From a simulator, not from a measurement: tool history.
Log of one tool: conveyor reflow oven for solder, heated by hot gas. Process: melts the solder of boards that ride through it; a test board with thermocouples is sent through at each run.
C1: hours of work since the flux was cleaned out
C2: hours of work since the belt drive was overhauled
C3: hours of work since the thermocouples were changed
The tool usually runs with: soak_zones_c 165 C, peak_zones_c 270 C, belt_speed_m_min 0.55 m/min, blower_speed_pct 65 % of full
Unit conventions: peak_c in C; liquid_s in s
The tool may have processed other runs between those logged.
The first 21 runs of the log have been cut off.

Run 22, hour 603.4: usual settings but soak_zones_c 157 C, belt_speed_m_min 0.515 m/min; C1 213; C2 30; C3 566. Result: peak_c 245.5 C, liquid_s 48.9 s.
Run 23, hour 622: usual settings but soak_zones_c 159 C, belt_speed_m_min 0.515 m/min, blower_speed_pct 64 % of full; C1 222; C2 39; C3 575. Result: peak_c 245.2 C, liquid_s 49.1 s.
Run 24, hour 638.5: usual settings but soak_zones_c 159 C, belt_speed_m_min 0.515 m/min, blower_speed_pct 64 % of full; C1 229; C2 47; C3 582. Result: peak_c 245.5 C, liquid_s 49 s.
At hour 662.4: belt drive overhauled, speed set with a stopwatch, once more.
Run 25, hour 677.6: usual settings but soak_zones_c 159 C, belt_speed_m_min 0.585 m/min, blower_speed_pct 64 % of full; C1 246; C2 7; C3 599. Result: peak_c 239.6 C, liquid_s 36.1 s.
At hour 702.5: flux residue cleaned out of gas plates and filters.
Run 26, hour 711.9: usual settings but soak_zones_c 176 C, peak_zones_c 277 C, belt_speed_m_min 0.582 m/min, blower_speed_pct 73 % of full; C1 4; C2 21; C3 613. Result: peak_c 254 C, liquid_s 54.7 s.
Run 27, hour 728.8: usual settings but soak_zones_c 176 C, peak_zones_c 277 C, belt_speed_m_min 0.582 m/min, blower_speed_pct 73 % of full; C1 12; C2 29; C3 621. Result: peak_c 253.5 C, liquid_s 54.6 s.
Run 28, hour 764.8: usual settings but soak_zones_c 176 C, peak_zones_c 277 C, belt_speed_m_min 0.582 m/min, blower_speed_pct 73 % of full; C1 29; C2 46; C3 638. Result: peak_c 253.3 C, liquid_s 54.7 s.
Run 29, hour 787.6: usual settings but soak_zones_c 176 C, peak_zones_c 263 C, belt_speed_m_min 0.554 m/min, blower_speed_pct 73 % of full; C1 40; C2 57; C3 648. Result: peak_c 243.5 C, liquid_s 49.6 s.
Run 30, hour 821.6: usual settings but soak_zones_c 152 C, peak_zones_c 263 C, belt_speed_m_min 0.554 m/min; C1 56; C2 73; C3 664. Result: peak_c 236.2 C, liquid_s 33.5 s.

Alternative continuations, all from the tool just after run 30; predict every row:
Run A, hour 845.2: usual settings but soak_zones_c 175 C, peak_zones_c 268 C, blower_speed_pct 87 % of full; C1 67; C2 84; C3 676. Result: peak_c ?, liquid_s ?.
Run B, hour 845.2: usual settings but soak_zones_c 177 C, peak_zones_c 263 C, belt_speed_m_min 0.565 m/min, blower_speed_pct 80 % of full; C1 67; C2 84; C3 676. Result: peak_c ?, liquid_s ?.
Run C, hour 845.2: usual settings but soak_zones_c 179 C, belt_speed_m_min 0.442 m/min; C1 67; C2 84; C3 676. Result: peak_c ?, liquid_s ?.
Run D, hour 845.2: usual settings but soak_zones_c 152 C, peak_zones_c 271 C, belt_speed_m_min 0.582 m/min, blower_speed_pct 66 % of full; C1 67; C2 84; C3 676. Result: peak_c ?, liquid_s ?.
Run E, hour 845.2: usual settings but soak_zones_c 152 C, peak_zones_c 263 C, belt_speed_m_min 0.554 m/min, blower_speed_pct 56 % of full; C1 67; C2 84; C3 676. Result: peak_c ?, liquid_s ?.

run  peak_c  liquid_s
  A   250.6      56.6
  B   244.5      50.6
  C   254.5      76.5
  D   240.5      36.2
  E   232.2      27.6
With no hidden state in the tool, these same runs would have given:
run  peak_c  liquid_s
  A   253.3      58.5
  B   247.2      52.7
  C   257.3      78.3
  D   243.2      38.6
  E   234.8      30.8
